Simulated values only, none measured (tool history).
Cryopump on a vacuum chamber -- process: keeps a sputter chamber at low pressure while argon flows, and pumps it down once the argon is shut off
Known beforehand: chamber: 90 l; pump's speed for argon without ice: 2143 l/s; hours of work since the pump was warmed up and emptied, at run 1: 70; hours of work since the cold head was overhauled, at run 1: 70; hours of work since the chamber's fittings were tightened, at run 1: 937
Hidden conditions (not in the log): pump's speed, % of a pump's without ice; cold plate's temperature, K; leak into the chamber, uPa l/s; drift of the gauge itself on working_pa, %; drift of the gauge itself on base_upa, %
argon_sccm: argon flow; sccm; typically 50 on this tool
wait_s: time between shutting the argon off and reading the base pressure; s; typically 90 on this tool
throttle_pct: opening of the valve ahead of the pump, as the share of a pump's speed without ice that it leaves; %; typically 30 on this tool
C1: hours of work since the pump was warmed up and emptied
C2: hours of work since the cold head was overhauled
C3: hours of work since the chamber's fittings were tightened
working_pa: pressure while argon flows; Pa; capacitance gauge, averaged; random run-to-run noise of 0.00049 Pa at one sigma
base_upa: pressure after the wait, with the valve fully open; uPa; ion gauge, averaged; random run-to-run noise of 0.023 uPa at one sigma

Run 1, hour 0.0: usual settings; C1 70; C2 70; C3 937. Result: working_pa 0.1325 Pa, base_upa 1.17 uPa.
Run 2, hour 15.2: usual settings; C1 80; C2 80; C3 948. Result: working_pa 0.1321 Pa, base_upa 1.11 uPa.
Run 3, hour 28.2: usual settings; C1 89; C2 89; C3 957. Result: working_pa 0.1326 Pa, base_upa 1.16 uPa.
Run 4, hour 44.3: usual settings; C1 100; C2 100; C3 968. Result: working_pa 0.1321 Pa, base_upa 1.14 uPa.
Run 5, hour 62.9: usual settings; C1 113; C2 113; C3 980. Result: working_pa 0.1333 Pa, base_upa 1.14 uPa.
Run 6, hour 75.6: usual settings; C1 122; C2 122; C3 989. Result: working_pa 0.1336 Pa, base_upa 1.14 uPa.
Run 7, hour 85.7: usual settings; C1 129; C2 129; C3 996. Result: working_pa 0.1326 Pa, base_upa 1.15 uPa.
Run 8, hour 101.5: usual settings; C1 139; C2 139; C3 1007. Result: working_pa 0.1321 Pa, base_upa 1.17 uPa.
Run 9, hour 111.9: usual settings; C1 147; C2 147; C3 1014. Result: working_pa 0.1336 Pa, base_upa 1.20 uPa.
Run 10, hour 131.6: usual settings; C1 160; C2 160; C3 1028. Result: working_pa 0.1335 Pa, base_upa 1.20 uPa.
Run 11, hour 142.1: usual settings; C1 167; C2 167; C3 1035. Result: working_pa 0.1320 Pa, base_upa 1.16 uPa.
Run 12, hour 156.1: usual settings but throttle_pct 31 %; C1 177; C2 177; C3 1045. Result: working_pa 0.1292 Pa, base_upa 1.20 uPa.
Run 13, hour 166.6: usual settings; C1 184; C2 184; C3 1052. Result: working_pa 0.1340 Pa, base_upa 1.21 uPa.
Run 14, hour 180.5: usual settings; C1 194; C2 194; C3 1061. Result: working_pa 0.1341 Pa, base_upa 1.19 uPa.
Run 15, hour 196.6: usual settings but throttle_pct 26 %; C1 205; C2 205; C3 1072. Result: working_pa 0.1542 Pa, base_upa 1.23 uPa.
Run 16, hour 211.7: usual settings but throttle_pct 26 %; C1 215; C2 215; C3 1083. Result: working_pa 0.1536 Pa, base_upa 1.18 uPa.
Run 17, hour 227.2: usual settings; C1 226; C2 226; C3 1093. Result: working_pa 0.1345 Pa, base_upa 1.20 uPa.
Run 18, hour 248.2: usual settings; C1 240; C2 240; C3 1108. Result: working_pa 0.1327 Pa, base_upa 1.20 uPa.
Run 19, hour 265.3: usual settings but argon_sccm 81 sccm, throttle_pct 44 %; C1 252; C2 252; C3 1120. Result: working_pa 0.1501 Pa, base_upa 1.20 uPa.
Run 20, hour 285.0: usual settings but argon_sccm 51 sccm, throttle_pct 33 %; C1 265; C2 265; C3 1133. Result: working_pa 0.1259 Pa, base_upa 1.20 uPa.
Run 21, hour 305.0: usual settings but wait_s 151 s, throttle_pct 33 %; C1 279; C2 279; C3 1147. Result: working_pa 0.1227 Pa, base_upa 0.94 uPa.
Run 22, hour 320.5: usual settings but argon_sccm 51 sccm, wait_s 263 s, throttle_pct 43 %; C1 290; C2 290; C3 1157. Result: working_pa 0.0970 Pa, base_upa 0.83 uPa.
Run 23, hour 338.7: usual settings but argon_sccm 29 sccm, wait_s 198 s, throttle_pct 43 %; C1 302; C2 302; C3 1170. Result: working_pa 0.0549 Pa, base_upa 0.88 uPa.
Run 24, hour 361.9: usual settings but argon_sccm 90 sccm, wait_s 146 s, throttle_pct 58 %; C1 318; C2 318; C3 1186. Result: working_pa 0.1288 Pa, base_upa 1.00 uPa.
Run 25, hour 377.0: usual settings but argon_sccm 37 sccm, wait_s 268 s, throttle_pct 15 %; C1 329; C2 329; C3 1196. Result: working_pa 0.1965 Pa, base_upa 0.81 uPa.
Run 26, hour 386.7: usual settings but argon_sccm 47 sccm, wait_s 52 s, throttle_pct 25 %; C1 335; C2 335; C3 1203. Result: working_pa 0.1520 Pa, base_upa 1.78 uPa.
Run 27, hour 409.3: usual settings but argon_sccm 47 sccm, wait_s 52 s, throttle_pct 25 %; C1 351; C2 351; C3 1218. Result: working_pa 0.1518 Pa, base_upa 1.73 uPa.
Run 28, hour 433.0: usual settings but argon_sccm 47 sccm, wait_s 52 s, throttle_pct 25 %; C1 367; C2 367; C3 1235. Result: working_pa 0.1518 Pa, base_upa 1.75 uPa.

Run 29, settings as shown, results not yet in. Your forecast:
Run 29, hour 443.1: usual settings but argon_sccm 46 sccm; C1 374; C2 374; C3 1242. Result: working_pa ?, base_upa ?.

{"run 29": {"working_pa": 0.1244, "base_upa": 1.31}}
If the tool had no hidden condition, the same run with the same run-to-run variation would have returned working_pa 0.1206 Pa, base_upa 0.83 uPa.

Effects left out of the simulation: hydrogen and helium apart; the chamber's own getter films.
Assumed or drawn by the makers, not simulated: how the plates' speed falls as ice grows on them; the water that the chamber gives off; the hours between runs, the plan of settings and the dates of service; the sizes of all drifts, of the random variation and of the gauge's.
